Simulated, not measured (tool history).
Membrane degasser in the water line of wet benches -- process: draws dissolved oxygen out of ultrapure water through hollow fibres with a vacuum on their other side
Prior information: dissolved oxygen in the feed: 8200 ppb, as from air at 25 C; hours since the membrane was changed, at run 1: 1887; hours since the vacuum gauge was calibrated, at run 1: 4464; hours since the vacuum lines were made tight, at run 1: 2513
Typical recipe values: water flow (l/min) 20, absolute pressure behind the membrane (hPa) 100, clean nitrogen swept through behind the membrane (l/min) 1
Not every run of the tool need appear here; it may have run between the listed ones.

run     day  water flow (l/min)  absolute pressure behind the membrane (hPa)  clean nitrogen swept through behind the membrane (l/min)  hours since the membrane was changed  hours since the vacuum gauge was calibrated  hours since the vacuum lines were made tight  dissolved oxygen in the water behind the degasser (ppb)  pressure that the water loses in the fibres (hPa)
  1       0                  20                                          100                                                         1                                  1887                                         4464                                          2513                                                    327.2                                              383.7
  2   2.821                  20                                          100                                                      2.78                                  1955                                         4532                                          2581                                                    140.8                                              383.2
  3   4.262                  20                                           78                                                         1                                  1989                                         4566                                          2615                                                    233.2                                                385
  4   6.729                  20                                           78                                                         1                                  2049                                         4625                                          2674                                                    234.7                                              385.5
  5   8.212                  20                                          100                                                         1                                  2084                                         4661                                          2710                                                    329.4                                              382.8
  6  11.083                  20                                          100                                                         1                                  2153                                         4730                                          2779                                                    323.2                                              386.3
  7  13.388                  20                                          100                                                         1                                  2208                                         4785                                          2834                                                    328.3                                              387.5
  8  14.875                  20                                          100                                                         1                                  2244                                         4821                                          2870                                                    332.8                                              385.3
  9  18.017                  20                                          100                                                         1                                  2319                                         4896                                          2945                                                    327.6                                              387.6
 10  20.579                  20                                          115                                                         1                                  2381                                         4958                                          3007                                                    391.1                                              391.6
 11  22.125                  20                                          115                                                         1                                  2418                                         4995                                          3044                                                    390.5                                              389.6
 12  24.892                  20                                          100                                                         1                                  2484                                         5061                                          3110                                                    329.2                                              388.5
 13  27.396                  20                                          100                                                         1                                  2545                                         5121                                          3170                                                    329.9                                                388
 14  30.083                  17                                          100                                                         1                                  2609                                         5186                                          3235                                                    283.4                                              331.8
 15  32.883                  17                                          100                                                         1                                  2676                                         5253                                          3302                                                    282.7                                              330.1
 16   34.35                  20                                          208                                                         1                                  2711                                         5288                                          3337                                                    774.5                                              389.4
 17  36.575                  20                                          208                                                         1                                  2765                                         5342                                          3391                                                    770.5                                              391.8
 18  38.012                  32                                           86                                                      2.68                                  2799                                         5376                                          3425                                                    272.6                                              616.5
 19  40.262                  30                                           70                                                      0.81                                  2853                                         5430                                          3479                                                    388.9                                              581.8
 20  42.804                  26                                           84                                                      1.47                                  2914                                         5491                                          3540                                                    275.6                                              504.1
 21  45.612                  26                                           84                                                      1.47                                  2982                                         5559                                          3607                                                      273                                              505.7
 22  47.946                  16                                          100                                                      2.26                                  3038                                         5615                                          3664                                                    131.3                                              312.1
     48.179  -- vacuum gauge calibrated
 23  51.258                  20                                          139                                                      2.03                                  3117                                           74                                          3743                                                    286.8                                              391.4
 24  53.638                  20                                           62                                                      2.34                                  3174                                          131                                          3800                                                     94.4                                                392
 25  56.408                  20                                          106                                                      0.89                                  3240                                          197                                          3866                                                    408.5                                              390.5
       57.6  -- vacuum gauge calibrated, once more
 26  57.862                  18                                          130                                                         1                                  3275                                            6                                          3901                                                    403.4                                              353.9
 27  59.492                  18                                          130                                                         1                                  3314                                           45                                          3940                                                    406.5                                              352.4
 28  61.933                  23                                           66                                                         1                                  3372                                          104                                          3998                                                    206.2                                              449.8
 29    64.4                  31                                           66                                                         1                                  3432                                          163                                          4057                                                    322.2                                              608.2
 30  67.121                  25                                           66                                                      0.67                                  3497                                          228                                          4123                                                    304.2                                              489.2
 31  68.488                  25                                           66                                                      0.67                                  3530                                          261                                          4156                                                    302.7                                              488.4

Alternative continuations, all from the tool just after run 31; predict every row:
  A  71.412                  18                                          163                                                      0.75                                  3600                                          332                                          4226                                                        ?                                                  ?
  B  71.412                  25                                           66                                                      1.13                                  3600                                          332                                          4226                                                        ?                                                  ?
  C  71.412                  20                                          188                                                      0.43                                  3600                                          332                                          4226                                                        ?                                                  ?

run  dissolved oxygen in the water behind the degasser (ppb)  pressure that the water loses in the fibres (hPa)
  A                                                    668.5                                              353.1
  B                                                    215.1                                              489.7
  C                                                   1256.2                                              391.6
Take away the tool's hidden state, keep each run's random variation, and the runs would have read:
run  dissolved oxygen in the water behind the degasser (ppb)  pressure that the water loses in the fibres (hPa)
  A                                                    651.7                                              339.6
  B                                                    201.8                                                471
  C                                                   1247.2                                              376.6
